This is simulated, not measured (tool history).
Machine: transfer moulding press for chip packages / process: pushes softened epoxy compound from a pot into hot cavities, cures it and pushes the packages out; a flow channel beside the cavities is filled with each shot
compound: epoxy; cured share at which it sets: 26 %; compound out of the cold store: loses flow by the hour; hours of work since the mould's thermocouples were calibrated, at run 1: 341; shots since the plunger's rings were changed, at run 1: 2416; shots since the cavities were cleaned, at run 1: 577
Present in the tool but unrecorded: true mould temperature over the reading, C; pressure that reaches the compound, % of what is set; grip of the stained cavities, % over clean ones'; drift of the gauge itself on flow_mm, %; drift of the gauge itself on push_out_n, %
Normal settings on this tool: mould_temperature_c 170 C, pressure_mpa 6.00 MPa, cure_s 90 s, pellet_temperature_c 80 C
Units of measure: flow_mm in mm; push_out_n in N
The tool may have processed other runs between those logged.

run   hour  mould_temperature_c  pressure_mpa  cure_s  pellet_temperature_c  hours of work since the mould's thermocouples were calibrated  shots since the plunger's rings were changed  shots since the cavities were cleaned  incoming compound's hours out of the cold store  flow_mm  push_out_n
  1    0.0                  170          6.00      90                    80                                                            341                                          2416                                    577                                             37.9      650         830
  2   13.9                  170          6.00      90                    80                                                            348                                          2561                                    722                                             30.1      665         871
  3   30.0                  170          6.00      90                    80                                                            357                                          2730                                    891                                             32.7      652         884
      39.1  -- cavities cleaned with cleaning compound and waxed
  4   43.1                  170          6.00      90                    80                                                            363                                          2852                                     42                                             31.0      658         503
  5   55.9                  170          6.00      90                    71                                                            370                                          2987                                    177                                             41.7      635         605
  6   66.8                  170          6.00      90                    71                                                            375                                          3101                                    291                                             22.5      677         749
  7   83.8                  170          6.00      90                    71                                                            385                                          3280                                    470                                             17.6      692         817
  8   99.0                  170          6.00      90                    71                                                            393                                          3439                                    629                                             44.6      630         837
  9  114.2                  170          6.00      90                    71                                                            401                                          3598                                    788                                             18.2      686         918
 10  124.3                  170          6.00      90                    71                                                            406                                          3704                                    894                                             27.1      665         892
     133.7  -- cavities cleaned with cleaning compound and waxed
 11  143.4                  170          6.00      90                    71                                                            415                                          3889                                    102                                             27.2      667         572
 12  158.4                  172          6.00      90                    80                                                            423                                          4047                                    260                                             15.6      687         622
     177.1  -- plunger's sealing rings changed
 13  178.4                  170          6.00      90                    80                                                            432                                            15                                    444                                             41.0      653         765
 14  193.4                  170          6.00      90                    80                                                            440                                           172                                    601                                             15.9      710         850
 15  209.4                  174          6.00      90                    71                                                            449                                           340                                    769                                             12.1      706         723
 16  217.3                  174          6.00      90                    71                                                            453                                           423                                    852                                             27.1      674         742
     229.8  -- cavities cleaned with cleaning compound and waxed
 17  232.1                  178          6.48      90                    80                                                            460                                           562                                     24                                             33.4      666         338
 18  248.5                  174          6.00     129                    89                                                            469                                           735                                    197                                             37.2      649         473
 19  266.0                  171          4.80     105                    70                                                            478                                           918                                    380                                             13.3      630         599
 20  277.5                  164          6.00      90                    80                                                            484                                          1039                                    501                                             20.2      714        1291
 21  287.6                  164          6.00      90                    80                                                            489                                          1144                                    606                                              8.8      743        1421
 22  299.9                  169          5.01      90                    80                                                            496                                          1273                                    735                                             26.0      619         974
 23  311.2                  167          5.01      90                    80                                                            502                                          1393                                    855                                             24.8      636        1134
     322.9  -- cavities cleaned with cleaning compound and waxed
 24  328.1                  167          5.01      90                    80                                                            510                                          1554                                     54                                             21.3      634         626
 25  339.0                  167          5.01      90                    80                                                            516                                          1669                                    169                                             16.7      648         749
 26  355.8                  177          7.13      97                    88                                                            525                                          1845                                    345                                             43.6      672         538
 27  367.0                  177          7.13      97                    88                                                            531                                          1962                                    462                                             19.1      736         588
 28  378.6                  170          7.38     102                    78                                                            537                                          2084                                    584                                             10.5      790         709

Here are 4 independent what-if runs from the current tool condition. What would each one return?
  A  394.5                  170          6.00      93                    80                                                            545                                          2251                                    751                                             31.1        ?           ?
  B  394.5                  170          6.80     111                    78                                                            545                                          2251                                    751                                             34.5        ?           ?
  C  394.5                  171          6.13      90                    89                                                            545                                          2251                                    751                                             10.2        ?           ?
  D  394.5                  170          6.00      76                    80                                                            545                                          2251                                    751                                             46.3        ?           ?

run  flow_mm  push_out_n
  A      662         834
  B      696         663
  C      721         793
  D      626        1232
Without the tool's unlogged condition, the same runs would have read:
run  flow_mm  push_out_n
  A      677         424
  B      712         323
  C      738         401
  D      640         642
